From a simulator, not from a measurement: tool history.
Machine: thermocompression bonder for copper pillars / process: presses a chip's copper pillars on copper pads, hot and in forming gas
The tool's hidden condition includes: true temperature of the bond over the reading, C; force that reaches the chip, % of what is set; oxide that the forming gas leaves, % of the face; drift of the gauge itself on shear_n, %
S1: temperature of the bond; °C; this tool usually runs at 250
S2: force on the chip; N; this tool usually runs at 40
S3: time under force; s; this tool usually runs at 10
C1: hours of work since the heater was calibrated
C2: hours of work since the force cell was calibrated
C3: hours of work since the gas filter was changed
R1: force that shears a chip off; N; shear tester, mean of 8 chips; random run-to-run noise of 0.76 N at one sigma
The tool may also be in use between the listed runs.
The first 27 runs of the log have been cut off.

run     day   S1  S2  S3   C1  C2  C3    R1
 28  12.154  250  37  16  155   8   9  62.4
 29  12.538  262  35  12  158  12  13  61.1
 30  13.008  256  40   5  163  17  18  46.3
     13.121  -- force cell calibrated, once more
 31  13.412  256  40   5  167   3  21  46.3
 32  13.762  256  40   5  170   6  25  45.3
 33  14.025  256  40   5  173   9  27  45.4
 34  14.396  239  55  23  176  13  31  84.5
 35  14.967  239  33  27  182  18  37  56.7
 36  15.229  239  48   6  185  21  39  45.2
 37  15.588  265  43  10  188  25  43  69.9
 38  15.917  265  43  10  192  28  46  70.5
 39  16.233  250  30  10  195  31  49  41.6

Predict each of these 5 candidate next runs independently; none follows another, all start after run 39:
  A  16.567  266  37  25  198  34  53   ?
  B  16.567  246  30  10  198  34  53   ?
  C  16.567  250  54  10  198  34  53   ?
  D  16.567  275  40   8  198  34  53   ?
  E  16.567  250  27  10  198  34  53   ?

run    R1
  A  83.9
  B  38.2
  C  70.3
  D  67.2
  E  35.8
Without the tool's hidden state the same runs would have given:
run    R1
  A  88.1
  B  40.5
  C  74.1
  D  70.8
  E  37.9
